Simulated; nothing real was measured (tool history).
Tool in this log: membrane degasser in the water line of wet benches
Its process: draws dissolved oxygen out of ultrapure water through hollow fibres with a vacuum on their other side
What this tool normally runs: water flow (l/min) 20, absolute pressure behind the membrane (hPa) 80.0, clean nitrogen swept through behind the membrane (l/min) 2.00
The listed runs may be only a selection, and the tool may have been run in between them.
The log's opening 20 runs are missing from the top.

run	hour	water flow (l/min)	absolute pressure behind the membrane (hPa)	clean nitrogen swept through behind the membrane (l/min)	hours since the membrane was changed	hours since the vacuum gauge was calibrated	hours since the vacuum lines were made tight	dissolved oxygen in the water behind the degasser (ppb)	pressure that the water loses in the fibres (hPa)
21	2060.4	20	60.2	1.88	3695	244	3445	97.4	450.7
22	2146.6	27	84.5	4.66	3781	330	3531	124.2	608.8
23	2241.3	28	57.7	1.42	3876	425	3625	171.5	631.9
24	2363.8	28	117.4	4.91	3999	548	3748	169.7	632.8
25	2442.1	24	48.3	0.85	4077	626	3826	139.5	539.5
26	2583.7	20	80.0	1.18	4218	768	3968	208.9	452.0
27	2657.1	26	80.0	1.18	4292	841	4041	277.5	589.9
28	2764.6	19	66.7	2.82	4399	948	4149	81.5	429.4
29	2893.9	19	66.7	2.82	4529	1078	4278	80.4	427.7
30	2963.1	19	66.7	2.82	4598	1147	4347	82.2	430.3
31	3028.7	19	66.7	2.82	4663	1213	4413	80.8	431.8
32	3124.1	20	133.6	3.48	4759	1308	4508	167.9	452.2

Alternative continuations, all from the tool just after run 32; predict every row:
A	3242.6	12	89.6	2.54	4877	1426	4627	?	?
B	3242.6	16	56.0	1.99	4877	1426	4627	?	?
C	3242.6	20	162.7	1.71	4877	1426	4627	?	?
D	3242.6	20	133.6	1.51	4877	1426	4627	?	?

run	dissolved oxygen in the water behind the degasser (ppb)	pressure that the water loses in the fibres (hPa)
A	75.6	270.1
B	62.6	363.8
C	379.5	454.5
D	334.5	457.7
Without the tool's unlogged condition, the same runs would have read:
run	dissolved oxygen in the water behind the degasser (ppb)	pressure that the water loses in the fibres (hPa)
A	71.9	263.4
B	58.3	354.9
C	369.9	443.3
D	325.5	446.5

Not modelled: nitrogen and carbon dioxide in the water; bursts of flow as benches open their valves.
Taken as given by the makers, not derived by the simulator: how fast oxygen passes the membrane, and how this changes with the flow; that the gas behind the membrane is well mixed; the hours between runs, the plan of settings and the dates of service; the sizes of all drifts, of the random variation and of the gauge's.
